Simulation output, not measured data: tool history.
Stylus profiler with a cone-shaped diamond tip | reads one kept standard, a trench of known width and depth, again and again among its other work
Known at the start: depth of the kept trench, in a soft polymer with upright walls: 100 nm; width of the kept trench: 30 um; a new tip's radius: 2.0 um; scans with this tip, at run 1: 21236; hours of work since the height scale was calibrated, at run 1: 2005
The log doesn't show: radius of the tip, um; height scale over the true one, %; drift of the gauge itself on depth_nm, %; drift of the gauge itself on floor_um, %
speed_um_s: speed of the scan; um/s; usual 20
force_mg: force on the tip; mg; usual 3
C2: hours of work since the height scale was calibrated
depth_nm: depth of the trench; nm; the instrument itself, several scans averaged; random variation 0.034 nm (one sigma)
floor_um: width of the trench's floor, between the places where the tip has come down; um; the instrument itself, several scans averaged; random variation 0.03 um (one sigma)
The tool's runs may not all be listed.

{"run": 1, "hour": 0.0, "speed_um_s": 20, "force_mg": 3, "scans with this tip": 21236, "C2": 2005, "depth_nm": 102.02, "floor_um": 28.2}
{"run": 2, "hour": 60.2, "speed_um_s": 20, "force_mg": 3, "scans with this tip": 21610, "C2": 2041, "depth_nm": 102.1, "floor_um": 28.16}
{"run": 3, "hour": 103.3, "speed_um_s": 25, "force_mg": 3, "scans with this tip": 21878, "C2": 2066, "depth_nm": 102.06, "floor_um": 28.17}
{"run": 4, "hour": 199.4, "speed_um_s": 25, "force_mg": 3.65, "scans with this tip": 22474, "C2": 2122, "depth_nm": 102.35, "floor_um": 28.12}
{"run": 5, "hour": 292.9, "speed_um_s": 25, "force_mg": 3.65, "scans with this tip": 23055, "C2": 2177, "depth_nm": 102.31, "floor_um": 28.13}
{"hour": 334.4, "done": "height scale calibrated on a step standard"}
{"run": 6, "hour": 377.1, "speed_um_s": 20, "force_mg": 3, "scans with this tip": 23574, "C2": 25, "depth_nm": 101.63, "floor_um": 28.18}
{"run": 7, "hour": 477.0, "speed_um_s": 17, "force_mg": 3, "scans with this tip": 24195, "C2": 84, "depth_nm": 101.62, "floor_um": 28.12}
{"run": 8, "hour": 550.7, "speed_um_s": 36, "force_mg": 3, "scans with this tip": 24652, "C2": 127, "depth_nm": 101.58, "floor_um": 27.97}
{"run": 9, "hour": 605.9, "speed_um_s": 14, "force_mg": 3, "scans with this tip": 24995, "C2": 159, "depth_nm": 101.63, "floor_um": 28.12}
{"run": 10, "hour": 682.1, "speed_um_s": 20, "force_mg": 3.91, "scans with this tip": 25468, "C2": 204, "depth_nm": 101.94, "floor_um": 28.08}
{"run": 11, "hour": 782.4, "speed_um_s": 20, "force_mg": 3, "scans with this tip": 26091, "C2": 263, "depth_nm": 101.66, "floor_um": 28.05}
{"run": 12, "hour": 827.2, "speed_um_s": 10, "force_mg": 3, "scans with this tip": 26369, "C2": 289, "depth_nm": 101.73, "floor_um": 28.09}
{"run": 13, "hour": 912.4, "speed_um_s": 10, "force_mg": 3, "scans with this tip": 26898, "C2": 339, "depth_nm": 101.7, "floor_um": 28.1}
{"run": 14, "hour": 958.6, "speed_um_s": 10, "force_mg": 3, "scans with this tip": 27185, "C2": 366, "depth_nm": 101.68, "floor_um": 28.12}
{"run": 15, "hour": 1055.4, "speed_um_s": 21, "force_mg": 7.24, "scans with this tip": 27786, "C2": 423, "depth_nm": 102.95, "floor_um": 28.1}
{"run": 16, "hour": 1153.3, "speed_um_s": 21, "force_mg": 7.24, "scans with this tip": 28394, "C2": 480, "depth_nm": 102.97, "floor_um": 28.03}
{"run": 17, "hour": 1242.6, "speed_um_s": 22, "force_mg": 1.42, "scans with this tip": 28948, "C2": 532, "depth_nm": 101.19, "floor_um": 27.99}

Run 18 comes next. What will it give?
{"run": 18, "hour": 1306.5, "speed_um_s": 52, "force_mg": 2.57, "scans with this tip": 29345, "C2": 570, "depth_nm": "?", "floor_um": "?"}

Run 18 gave depth_nm 101.63 nm, floor_um 27.8 um.
Without the tool's hidden state the same run would have given depth_nm 101.41 nm, floor_um 28.43 um.
